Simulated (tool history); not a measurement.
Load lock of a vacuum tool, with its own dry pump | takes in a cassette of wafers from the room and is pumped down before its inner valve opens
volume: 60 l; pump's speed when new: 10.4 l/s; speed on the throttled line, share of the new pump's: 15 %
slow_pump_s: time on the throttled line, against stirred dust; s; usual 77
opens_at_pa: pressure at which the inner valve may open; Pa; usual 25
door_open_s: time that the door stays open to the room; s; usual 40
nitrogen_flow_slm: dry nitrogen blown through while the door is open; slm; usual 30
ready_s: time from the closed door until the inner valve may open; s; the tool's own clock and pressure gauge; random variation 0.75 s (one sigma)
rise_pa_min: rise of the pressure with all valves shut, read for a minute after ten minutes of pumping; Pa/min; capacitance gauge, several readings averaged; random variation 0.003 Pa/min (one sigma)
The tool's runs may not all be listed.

run	hour	slow_pump_s	opens_at_pa	door_open_s	nitrogen_flow_slm	incoming humidity of the room's air, %	ready_s	rise_pa_min
1	0.0	77	25	40	30	45.3	114.9	0.449
2	515.5	77	25	40	30	46.3	113.3	0.515
3	796.6	77	27	40	30	49.0	111.8	0.544
4	1192.5	77	25	40	30	46.3	112.9	0.609
5	1695.3	134	25	40	30	45.4	163.4	0.680
# hour 1782.4: door's seal changed, seat wiped
6	2159.4	134	25	40	30	45.0	163.7	0.046
7	2661.7	77	21	40	30	46.2	115.8	0.063
8	3036.7	77	25	40	4	46.8	114.6	0.114
9	3366.0	77	25	40	4	43.2	115.4	0.131
10	3960.9	77	23	40	26	46.3	115.8	0.146
11	4405.3	77	23	40	26	44.8	116.4	0.183
12	4905.8	123	26	40	26	43.0	155.2	0.218
13	5205.0	140	20	208	10	44.2	171.0	0.305
14	5649.4	65	25	40	7	42.7	105.5	0.318
15	6253.6	65	25	40	7	45.7	106.5	0.400
16	6616.9	69	23	40	30	45.7	110.2	0.427
17	7181.4	77	42	40	14	48.2	114.1	0.518
18	7709.3	52	29	153	12	46.0	96.2	0.625

Some steps in ready_s between neighbouring runs. How much of each would the tool show without its hidden state too (settings, what came in, random variation), and how much is left for the hidden state, with any gauge scatter that isn't in both results?
The hidden state here: pump's speed, % of a new pump's; leak at the door's seal, Pa l/s; drift of the gauge itself on ready_s, %; drift of the gauge itself on rise_pa_min, %.
Run 13 -> 14: slow_pump_s 140 -> 65, opens_at_pa 20 -> 25, door_open_s 208 -> 40, nitrogen_flow_slm 10 -> 7. ready_s -65.5 s: hidden state +0.8, all else -66.3.

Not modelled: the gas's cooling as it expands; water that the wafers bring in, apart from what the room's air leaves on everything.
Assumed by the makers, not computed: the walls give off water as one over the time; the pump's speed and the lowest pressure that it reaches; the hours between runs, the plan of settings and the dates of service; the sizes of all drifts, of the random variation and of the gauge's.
